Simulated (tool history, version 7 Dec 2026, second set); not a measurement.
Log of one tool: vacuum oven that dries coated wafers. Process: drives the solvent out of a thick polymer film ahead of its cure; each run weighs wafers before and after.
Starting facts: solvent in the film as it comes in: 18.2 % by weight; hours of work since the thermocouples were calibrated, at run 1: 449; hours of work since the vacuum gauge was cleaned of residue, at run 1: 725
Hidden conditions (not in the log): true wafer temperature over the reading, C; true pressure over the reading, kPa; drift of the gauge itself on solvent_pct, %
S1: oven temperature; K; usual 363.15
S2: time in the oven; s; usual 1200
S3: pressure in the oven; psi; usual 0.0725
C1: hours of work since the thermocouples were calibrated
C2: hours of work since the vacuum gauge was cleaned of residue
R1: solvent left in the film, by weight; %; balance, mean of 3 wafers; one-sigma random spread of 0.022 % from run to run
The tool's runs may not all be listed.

Run 1, hour 0: usual settings; C1 449; C2 725. Result: R1 1.21 %.
Run 2, hour 13.8: usual settings; C1 459; C2 734. Result: R1 1.22 %.
Run 3, hour 30.3: usual settings but S3 0.1719 psi; C1 471; C2 746. Result: R1 1.62 %.
Run 4, hour 42.1: usual settings but S3 0.1719 psi; C1 479; C2 754. Result: R1 1.63 %.
Run 5, hour 59.9: usual settings but S2 720 s; C1 491; C2 767. Result: R1 2.91 %.
Run 6, hour 77.1: usual settings but S2 720 s; C1 504; C2 779. Result: R1 2.91 %.
Run 7, hour 94.8: usual settings but S1 354.15 K; C1 516; C2 791. Result: R1 2.88 %.
Run 8, hour 103.6: usual settings but S3 0.1117 psi; C1 522; C2 798. Result: R1 1.41 %.
Run 9, hour 119.1: usual settings but S1 373.15 K, S2 1980 s, S3 0.0905 psi; C1 533; C2 808. Result: R1 0.42 %.
Run 10, hour 137.2: usual settings but S2 660 s, S3 0.162 psi; C1 546; C2 821. Result: R1 3.65 %.
Run 11, hour 150: usual settings but S2 660 s, S3 0.162 psi; C1 555; C2 830. Result: R1 3.56 %.
Run 12, hour 162.6: usual settings but S2 1620 s, S3 0.162 psi; C1 564; C2 839. Result: R1 1.14 %.
Run 13, hour 175.2: usual settings but S2 1620 s, S3 0.162 psi; C1 573; C2 848. Result: R1 1.11 %.
Run 14, hour 189.4: usual settings but S2 1620 s, S3 0.162 psi; C1 583; C2 858. Result: R1 1.1 %.

3 ways to go on from here, each from the tool as it stands after run 14. What would each give?
Run A, hour 205.6: usual settings but S1 349.15 K, S2 600 s, S3 0.162 psi; C1 594; C2 869. Result: R1 ?.
Run B, hour 205.6: usual settings but S1 350.15 K, S2 1500 s, S3 0.0714 psi; C1 594; C2 869. Result: R1 ?.
Run C, hour 205.6: usual settings but S1 370.15 K, S2 660 s, S3 0.0393 psi; C1 594; C2 869. Result: R1 ?.

run    R1
  A  8.01
  B  2.93
  C  1.75
Without the tool's hidden state the same runs would have given:
run    R1
  A  7.99
  B  2.77
  C  1.71
